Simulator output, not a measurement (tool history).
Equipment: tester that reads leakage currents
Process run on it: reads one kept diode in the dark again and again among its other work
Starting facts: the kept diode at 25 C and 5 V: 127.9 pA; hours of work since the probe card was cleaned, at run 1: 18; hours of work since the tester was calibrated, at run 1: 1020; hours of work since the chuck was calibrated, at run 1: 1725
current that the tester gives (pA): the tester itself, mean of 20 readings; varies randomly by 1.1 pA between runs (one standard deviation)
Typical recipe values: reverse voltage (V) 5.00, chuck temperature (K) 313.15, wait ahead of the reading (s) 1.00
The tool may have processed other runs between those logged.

run    hour  reverse voltage (V)  chuck temperature (K)  wait ahead of the reading (s)  hours of work since the probe card was cleaned  hours of work since the tester was calibrated  hours of work since the chuck was calibrated  current that the tester gives (pA)
  1     0.0                 5.00                 313.15                           1.00                                              18                                           1020                                          1725                              397.07
  2    25.5                 5.00                 313.15                           1.35                                              33                                           1035                                          1739                              397.04
  3    58.7                 5.00                 313.15                           1.35                                              52                                           1054                                          1758                              400.00
  4    86.3                 5.00                 313.15                           1.35                                              68                                           1070                                          1774                              397.47
  5   134.8                 5.00                 313.15                           1.35                                              96                                           1098                                          1802                              399.51
  6   170.9                 5.00                 313.15                           1.35                                             117                                           1119                                          1823                              398.73
  7   195.4                 5.00                 313.15                           0.36                                             131                                           1133                                          1837                              402.48
  8   218.3                 5.00                 313.15                           1.00                                             144                                           1146                                          1851                              400.01
  9   247.0                 5.00                 313.15                           1.00                                             161                                           1163                                          1867                              403.61
 10   295.7                 5.00                 313.15                           1.00                                             189                                           1191                                          1895                              400.99
 11   333.5                16.06                 313.15                           1.00                                             210                                           1213                                          1917                              609.78
 12   373.8                13.19                 313.15                           1.00                                             234                                           1236                                          1940                              569.11
 13   418.6                13.19                 313.15                           1.00                                             260                                           1262                                          1966                              570.59
 14   447.2                 5.00                 313.15                           1.00                                             276                                           1278                                          1983                              404.47
 15   488.7                 5.00                 298.15                           1.00                                             300                                           1302                                          2007                              145.25
      493.4  -- chuck's temperature calibrated
 16   515.7                 5.00                 298.15                           1.00                                             314                                           1317                                            13                              132.89
 17   538.3                 5.00                 298.15                           1.00                                             328                                           1330                                            26                              132.03
 18   585.2                 5.00                 313.15                           1.00                                             355                                           1357                                            53                              373.63
 19   633.2                 5.00                 313.15                           1.00                                             382                                           1384                                            81                              374.69
 20   683.8                 5.00                 313.15                           1.00                                             411                                           1414                                           110                              374.90
 21   708.2                 5.00                 313.15                           2.42                                             426                                           1428                                           124                              373.40
 22   738.9                 1.09                 295.15                           3.10                                             443                                           1445                                           142                               61.52
 23   770.5                 5.00                 311.15                           1.02                                             462                                           1464                                           160                              327.13
      776.2  -- tester calibrated
 24   824.5                 5.00                 311.15                           1.02                                             492                                             28                                           190                              328.52
 25   850.5                 5.00                 295.15                           1.00                                             507                                             43                                           205                              109.69
 26   872.2                 5.00                 295.15                           1.00                                             519                                             55                                           217                              108.73
 27   910.3                 5.00                 295.15                           1.00                                             541                                             77                                           239                              109.27
      953.6  -- tester calibrated, once more
 28   963.7                 5.00                 313.15                           2.73                                             571                                              6                                           269                              383.15
 29  1000.1                 5.00                 299.15                           0.60                                             592                                             27                                           290                              148.79
 30  1043.1                 5.00                 299.15                           0.60                                             617                                             52                                           315                              149.32
 31  1085.0                 5.64                 297.15                           0.75                                             641                                             76                                           339                              136.32
 32  1123.5                 5.64                 297.15                           0.75                                             663                                             98                                           361                              136.32
 33  1158.4                 2.81                 295.15                           3.07                                             683                                            118                                           382                               89.76
 34  1183.7                 1.75                 314.15                           6.18                                             698                                            133                                           396                              284.17
 35  1231.1                 2.31                 318.15                           1.00                                             725                                            160                                           423                              405.90
 36  1282.3                 1.29                 318.15                           1.00                                             755                                            190                                           453                              331.94
 37  1335.9                 1.36                 331.15                           2.27                                             786                                            221                                           484                              755.58
 38  1386.1                 5.00                 307.15                           0.69                                             815                                            250                                           513                              261.80
 39  1427.1                 5.00                 307.15                           0.69                                             838                                            273                                           537                              262.62

Alternative continuations, all from the tool just after run 39; predict every row:
  A  1461.8                 5.00                 315.15                           0.69                                             858                                            293                                           557                                   ?
  B  1461.8                 3.27                 307.15                           0.69                                             858                                            293                                           557                                   ?
  C  1461.8                 3.63                 298.15                           0.69                                             858                                            293                                           557                                   ?
  D  1461.8                13.22                 313.15                           1.00                                             858                                            293                                           557                                   ?
  E  1461.8                 5.00                 328.15                           0.38                                             858                                            293                                           557                                   ?

run  current that the tester gives (pA)
  A                              443.42
  B                              224.89
  C                              126.08
  D                              557.67
  E                             1002.94
Without the tool's unlogged condition, the same runs would have read:
run  current that the tester gives (pA)
  A                              420.92
  B                              211.89
  C                              115.63
  D                              517.83
  E                              964.80
